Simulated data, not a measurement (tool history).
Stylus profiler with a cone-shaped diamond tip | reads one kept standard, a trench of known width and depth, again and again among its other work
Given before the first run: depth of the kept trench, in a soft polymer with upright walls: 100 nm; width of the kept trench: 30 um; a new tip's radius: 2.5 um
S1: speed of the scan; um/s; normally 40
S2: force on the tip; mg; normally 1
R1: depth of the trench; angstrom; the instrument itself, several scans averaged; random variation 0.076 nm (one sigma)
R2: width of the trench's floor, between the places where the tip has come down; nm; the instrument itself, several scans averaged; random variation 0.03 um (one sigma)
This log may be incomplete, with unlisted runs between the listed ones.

run 1 hour=0 | S1=40 S2=1 | R1=1008.8 R2=28090
run 2 hour=12.3 | S1=40 S2=2.13 | R1=1013.5 R2=28220
run 3 hour=38 | S1=40 S2=2.13 | R1=1012.9 R2=28240
run 4 hour=49.8 | S1=40 S2=2.03 | R1=1012.9 R2=28250
run 5 hour=65.5 | S1=40 S2=1 | R1=1008 R2=28140
run 6 hour=76.6 | S1=40 S2=1 | R1=1007.9 R2=28080
run 7 hour=93.8 | S1=40 S2=1 | R1=1007.2 R2=28160
run 8 hour=113.5 | S1=40 S2=1 | R1=1007.4 R2=28120
run 9 hour=132.3 | S1=40 S2=1 | R1=1008.1 R2=28090
run 10 hour=151.9 | S1=40 S2=0.72 | R1=1005.9 R2=28040
run 11 hour=173.6 | S1=40 S2=1.25 | R1=1010.3 R2=28150
run 12 hour=190.9 | S1=40 S2=1.25 | R1=1009.4 R2=28120
run 13 hour=216.9 | S1=25 S2=1.04 | R1=1007.7 R2=28200
run 14 hour=231.5 | S1=48 S2=1.79 | R1=1010.8 R2=28140
run 15 hour=246.6 | S1=135 S2=1.23 | R1=1010 R2=27280
run 16 hour=262.2 | S1=135 S2=1.23 | R1=1010.3 R2=27310
run 17 hour=284.7 | S1=96 S2=1.23 | R1=1008.8 R2=27660

5 ways to go on from here, each from the tool as it stands after run 17. What would each give?
run A hour=302.3 | S1=35 S2=0.35 | R1=? R2=?
run B hour=302.3 | S1=11 S2=2.18 | R1=? R2=?
run C hour=302.3 | S1=151 S2=2.46 | R1=? R2=?
run D hour=302.3 | S1=35 S2=0.77 | R1=? R2=?
run E hour=302.3 | S1=147 S2=0.55 | R1=? R2=?

run=A R1=1003.3 R2=27910
run=B R1=1014.1 R2=28430
run=C R1=1015 R2=27540
run=D R1=1006.9 R2=27990
run=E R1=1004.3 R2=26510
With the hidden condition removed and each run's random variation left untouched, the same runs would have given:
run=A R1=1004.2 R2=28060
run=B R1=1015.1 R2=28570
run=C R1=1016 R2=27690
run=D R1=1007.9 R2=28130
run=E R1=1005.3 R2=26660
